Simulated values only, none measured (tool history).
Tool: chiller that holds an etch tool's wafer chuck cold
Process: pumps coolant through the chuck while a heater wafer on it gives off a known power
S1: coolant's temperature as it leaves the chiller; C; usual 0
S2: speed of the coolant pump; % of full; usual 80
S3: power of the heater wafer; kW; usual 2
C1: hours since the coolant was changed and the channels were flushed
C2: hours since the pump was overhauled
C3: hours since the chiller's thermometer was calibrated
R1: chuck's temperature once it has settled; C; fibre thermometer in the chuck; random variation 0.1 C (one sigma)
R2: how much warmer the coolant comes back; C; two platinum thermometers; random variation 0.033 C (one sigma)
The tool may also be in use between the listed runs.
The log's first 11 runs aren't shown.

run 12 hour=939.2 | S1=0 S2=80 S3=1.343 | C1=3563 C2=2131 C3=433 | R1=8.5 R2=2.89
run 13 hour=1032 | S1=0 S2=80 S3=2 | C1=3656 C2=2224 C3=526 | R1=12.8 R2=4.29
run 14 hour=1113.5 | S1=0 S2=80 S3=2 | C1=3738 C2=2306 C3=607 | R1=12.8 R2=4.29
run 15 hour=1187.5 | S1=0 S2=80 S3=2 | C1=3812 C2=2380 C3=681 | R1=12.8 R2=4.27
run 16 hour=1270.2 | S1=6 S2=80 S3=2 | C1=3895 C2=2462 C3=764 | R1=18.8 R2=4.29
run 17 hour=1326.1 | S1=6 S2=80 S3=2 | C1=3950 C2=2518 C3=820 | R1=18.9 R2=4.28
run 18 hour=1382.7 | S1=6 S2=95 S3=1.698 | C1=4007 C2=2575 C3=876 | R1=15.6 R2=3.1
run 19 hour=1458.7 | S1=6 S2=86 S3=1.698 | C1=4083 C2=2651 C3=952 | R1=16.2 R2=3.39
run 20 hour=1564.8 | S1=3 S2=72 S3=1.752 | C1=4189 C2=2757 C3=1059 | R1=15.1 R2=4.24
run 21 hour=1654.1 | S1=0 S2=61 S3=2 | C1=4278 C2=2846 C3=1148 | R1=15.5 R2=5.64
run 22 hour=1765.5 | S1=0 S2=61 S3=2 | C1=4390 C2=2958 C3=1259 | R1=15.6 R2=5.66
run 23 hour=1835.9 | S1=3 S2=85 S3=2 | C1=4460 C2=3028 C3=1330 | R1=15.2 R2=4.09
run 24 hour=1930.5 | S1=3 S2=85 S3=2 | C1=4555 C2=3123 C3=1424 | R1=15.2 R2=4.08
run 25 hour=2006.3 | S1=8 S2=98 S3=2 | C1=4631 C2=3198 C3=1500 | R1=19.1 R2=3.49
run 26 hour=2086.8 | S1=8 S2=98 S3=2 | C1=4711 C2=3279 C3=1581 | R1=19.1 R2=3.46
run 27 hour=2182.5 | S1=3 S2=78 S3=1.32 | C1=4807 C2=3375 C3=1676 | R1=11.7 R2=2.88
run 28 hour=2262.9 | S1=-7 S2=84 S3=2.455 | C1=4887 C2=3455 C3=1757 | R1=8.2 R2=5.03
run 29 hour=2351.4 | S1=5 S2=60 S3=2.05 | C1=4976 C2=3544 C3=1845 | R1=21.3 R2=5.94
run 30 hour=2461.3 | S1=2 S2=67 S3=2 | C1=5086 C2=3654 C3=1955 | R1=16.6 R2=5.16
run 31 hour=2567.1 | S1=0 S2=79 S3=1.957 | C1=5191 C2=3759 C3=2061 | R1=12.7 R2=4.29

Forecast each of these 5 alternatives for the next run:
run A hour=2695.3 | S1=6 S2=79 S3=1.957 | C1=5320 C2=3887 C3=2189 | R1=? R2=?
run B hour=2695.3 | S1=4 S2=92 S3=2.491 | C1=5320 C2=3887 C3=2189 | R1=? R2=?
run C hour=2695.3 | S1=7 S2=89 S3=1.153 | C1=5320 C2=3887 C3=2189 | R1=? R2=?
run D hour=2695.3 | S1=0 S2=73 S3=2 | C1=5320 C2=3887 C3=2189 | R1=? R2=?
run E hour=2695.3 | S1=0 S2=88 S3=1.859 | C1=5320 C2=3887 C3=2189 | R1=? R2=?

run=A R1=18.7 R2=4.28
run=B R1=18.4 R2=4.61
run=C R1=13.9 R2=2.23
run=D R1=13.8 R2=4.71
run=E R1=11.2 R2=3.64
Without the tool's hidden state the same runs would have given:
run=A R1=18.6 R2=4.28
run=B R1=18.4 R2=4.61
run=C R1=13.8 R2=2.23
run=D R1=13.7 R2=4.7
run=E R1=11.1 R2=3.64
